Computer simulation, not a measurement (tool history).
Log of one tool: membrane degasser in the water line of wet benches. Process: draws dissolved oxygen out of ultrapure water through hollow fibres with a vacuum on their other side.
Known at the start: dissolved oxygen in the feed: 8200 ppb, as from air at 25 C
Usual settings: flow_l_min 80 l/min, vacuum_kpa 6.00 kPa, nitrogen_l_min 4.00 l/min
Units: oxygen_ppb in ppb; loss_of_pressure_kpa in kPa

Run 1, day 0.000: usual settings. Result: oxygen_ppb 249.9 ppb, loss_of_pressure_kpa 65.13 kPa.
Run 2, day 4.971: usual settings but flow_l_min 92 l/min. Result: oxygen_ppb 300.3 ppb, loss_of_pressure_kpa 75.18 kPa.
Run 3, day 7.767: usual settings but flow_l_min 92 l/min. Result: oxygen_ppb 299.0 ppb, loss_of_pressure_kpa 74.94 kPa.
Run 4, day 11.521: usual settings. Result: oxygen_ppb 251.4 ppb, loss_of_pressure_kpa 66.06 kPa.
Run 5, day 15.475: usual settings. Result: oxygen_ppb 253.8 ppb, loss_of_pressure_kpa 65.52 kPa.
Run 6, day 20.071: usual settings. Result: oxygen_ppb 259.8 ppb, loss_of_pressure_kpa 65.30 kPa.
Run 7, day 25.042: usual settings but vacuum_kpa 11.92 kPa. Result: oxygen_ppb 499.6 ppb, loss_of_pressure_kpa 66.45 kPa.
Run 8, day 27.779: usual settings. Result: oxygen_ppb 258.0 ppb, loss_of_pressure_kpa 65.45 kPa.
Run 9, day 33.121: usual settings. Result: oxygen_ppb 251.0 ppb, loss_of_pressure_kpa 65.41 kPa.
Run 10, day 36.583: usual settings. Result: oxygen_ppb 260.0 ppb, loss_of_pressure_kpa 66.26 kPa.
At day 36.929: vacuum gauge calibrated.
Run 11, day 41.625: usual settings. Result: oxygen_ppb 260.5 ppb, loss_of_pressure_kpa 66.19 kPa.
Run 12, day 44.846: usual settings but flow_l_min 55 l/min. Result: oxygen_ppb 168.5 ppb, loss_of_pressure_kpa 45.41 kPa.
Run 13, day 48.917: usual settings. Result: oxygen_ppb 257.1 ppb, loss_of_pressure_kpa 65.75 kPa.
At day 52.500: vacuum gauge calibrated, once more.
Run 14, day 52.971: usual settings but flow_l_min 104 l/min, nitrogen_l_min 11.37 l/min. Result: oxygen_ppb 250.6 ppb, loss_of_pressure_kpa 85.40 kPa.
Run 15, day 56.971: usual settings but flow_l_min 86 l/min, nitrogen_l_min 2.55 l/min. Result: oxygen_ppb 336.0 ppb, loss_of_pressure_kpa 71.09 kPa.
Run 16, day 61.333: usual settings but flow_l_min 86 l/min, nitrogen_l_min 2.55 l/min. Result: oxygen_ppb 334.7 ppb, loss_of_pressure_kpa 70.81 kPa.
Run 17, day 67.025: usual settings but flow_l_min 86 l/min, vacuum_kpa 9.70 kPa, nitrogen_l_min 2.55 l/min. Result: oxygen_ppb 576.5 ppb, loss_of_pressure_kpa 71.28 kPa.
Run 18, day 72.129: usual settings but flow_l_min 86 l/min, vacuum_kpa 9.70 kPa, nitrogen_l_min 2.55 l/min. Result: oxygen_ppb 570.9 ppb, loss_of_pressure_kpa 70.72 kPa.
Run 19, day 76.279: usual settings but flow_l_min 82 l/min, vacuum_kpa 6.97 kPa, nitrogen_l_min 3.15 l/min. Result: oxygen_ppb 342.5 ppb, loss_of_pressure_kpa 67.53 kPa.
Run 20, day 80.288: usual settings but flow_l_min 95 l/min, vacuum_kpa 9.70 kPa, nitrogen_l_min 6.08 l/min. Result: oxygen_ppb 386.6 ppb, loss_of_pressure_kpa 78.77 kPa.
Run 21, day 84.675: usual settings but flow_l_min 65 l/min, vacuum_kpa 9.70 kPa, nitrogen_l_min 6.13 l/min. Result: oxygen_ppb 258.7 ppb, loss_of_pressure_kpa 53.56 kPa.
Run 22, day 87.162: usual settings but flow_l_min 51 l/min, nitrogen_l_min 2.41 l/min. Result: oxygen_ppb 198.8 ppb, loss_of_pressure_kpa 42.54 kPa.
Run 23, day 91.638: usual settings but flow_l_min 56 l/min, vacuum_kpa 6.41 kPa, nitrogen_l_min 5.77 l/min. Result: oxygen_ppb 153.9 ppb, loss_of_pressure_kpa 46.88 kPa.
Run 24, day 95.896: usual settings but flow_l_min 60 l/min, vacuum_kpa 7.68 kPa. Result: oxygen_ppb 240.8 ppb, loss_of_pressure_kpa 50.20 kPa.
Run 25, day 100.554: usual settings but flow_l_min 60 l/min, vacuum_kpa 7.68 kPa. Result: oxygen_ppb 242.3 ppb, loss_of_pressure_kpa 49.59 kPa.

3 ways to go on from here, each from the tool as it stands after run 25. What would each give?
Run A, day 103.708: usual settings but nitrogen_l_min 3.50 l/min. Result: oxygen_ppb ?, loss_of_pressure_kpa ?.
Run B, day 103.708: usual settings but nitrogen_l_min 5.43 l/min. Result: oxygen_ppb ?, loss_of_pressure_kpa ?.
Run C, day 103.708: usual settings but flow_l_min 100 l/min, vacuum_kpa 4.15 kPa, nitrogen_l_min 3.95 l/min. Result: oxygen_ppb ?, loss_of_pressure_kpa ?.

run  oxygen_ppb  loss_of_pressure_kpa
  A       273.4                 66.50
  B       230.8                 66.61
  C       237.3                 82.69
Without the tool's hidden state the same runs would have given:
run  oxygen_ppb  loss_of_pressure_kpa
  A       248.9                 63.78
  B       206.9                 63.89
  C       206.6                 79.31

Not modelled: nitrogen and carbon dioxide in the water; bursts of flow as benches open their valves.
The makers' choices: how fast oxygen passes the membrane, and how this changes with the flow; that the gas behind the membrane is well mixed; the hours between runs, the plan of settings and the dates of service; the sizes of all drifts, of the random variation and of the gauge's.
